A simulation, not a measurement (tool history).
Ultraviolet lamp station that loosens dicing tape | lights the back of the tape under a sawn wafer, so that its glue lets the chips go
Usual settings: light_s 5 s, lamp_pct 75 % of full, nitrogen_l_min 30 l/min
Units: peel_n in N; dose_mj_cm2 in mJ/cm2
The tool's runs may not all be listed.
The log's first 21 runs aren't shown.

| run | day | light_s | lamp_pct | nitrogen_l_min | peel_n | dose_mj_cm2 |
|---|---|---|---|---|---|---|
| 22 | 47.529 | 3 | 72 | 44 | 1.849 | 164 |
| 23 | 50.617 | 5 | 75 | 33 | 0.838 | 283 |
| 24 | 52.975 | 5 | 75 | 30 | 0.948 | 277 |
| 25 | 55.167 | 3 | 75 | 53 | 1.748 | 163 |
| 26 | 56.704 | 3 | 75 | 53 | 1.777 | 165 |
| 27 | 58.217 | 3 | 75 | 53 | 1.85 | 159 |
| 28 | 60.467 | 3 | 75 | 53 | 1.808 | 160 |
| 29 | 62.246 | 5 | 61 | 30 | 1.465 | 215 |
|  | 63.533 | window cleaned of glue's vapour |
| 30 | 64.446 | 5 | 65 | 15 | 1.815 | 241 |
| 31 | 66.721 | 3 | 96 | 15 | 2.221 | 212 |
| 32 | 69.275 | 5 | 75 | 14 | 1.595 | 269 |
| 33 | 72.171 | 5 | 75 | 14 | 1.664 | 262 |
| 34 | 74.896 | 3 | 75 | 13 | 3.438 | 157 |
| 35 | 76.396 | 3 | 66 | 45 | 2.389 | 134 |
| 36 | 78.004 | 5 | 75 | 18 | 1.515 | 248 |
| 37 | 79.808 | 2 | 92 | 25 | 3.262 | 123 |
| 38 | 81.225 | 3 | 74 | 21 | 2.886 | 148 |
| 39 | 83.721 | 3 | 74 | 21 | 2.955 | 147 |
| 40 | 86.712 | 3 | 74 | 21 | 3.101 | 145 |
|  | 89.583 | window cleaned of glue's vapour |
| 41 | 90.138 | 2 | 75 | 22 | 3.987 | 99 |
| 42 | 92.683 | 2 | 75 | 22 | 3.956 | 101 |

4 ways to go on from here, each from the tool as it stands after run 42. What would each give?
| A | 95.038 | 5 | 75 | 44 | ? | ? |
| B | 95.038 | 4 | 81 | 10 | ? | ? |
| C | 95.038 | 3 | 95 | 55 | ? | ? |
| D | 95.038 | 2 | 92 | 39 | ? | ? |

| run | peel_n | dose_mj_cm2 |
|---|---|---|
| A | 0.906 | 244 |
| B | 2.623 | 211 |
| C | 1.388 | 184 |
| D | 2.873 | 120 |
Without the tool's hidden state the same runs would have given:
| run | peel_n | dose_mj_cm2 |
|---|---|---|
| A | 0.549 | 308 |
| B | 1.934 | 267 |
| C | 0.894 | 234 |
| D | 2.169 | 152 |
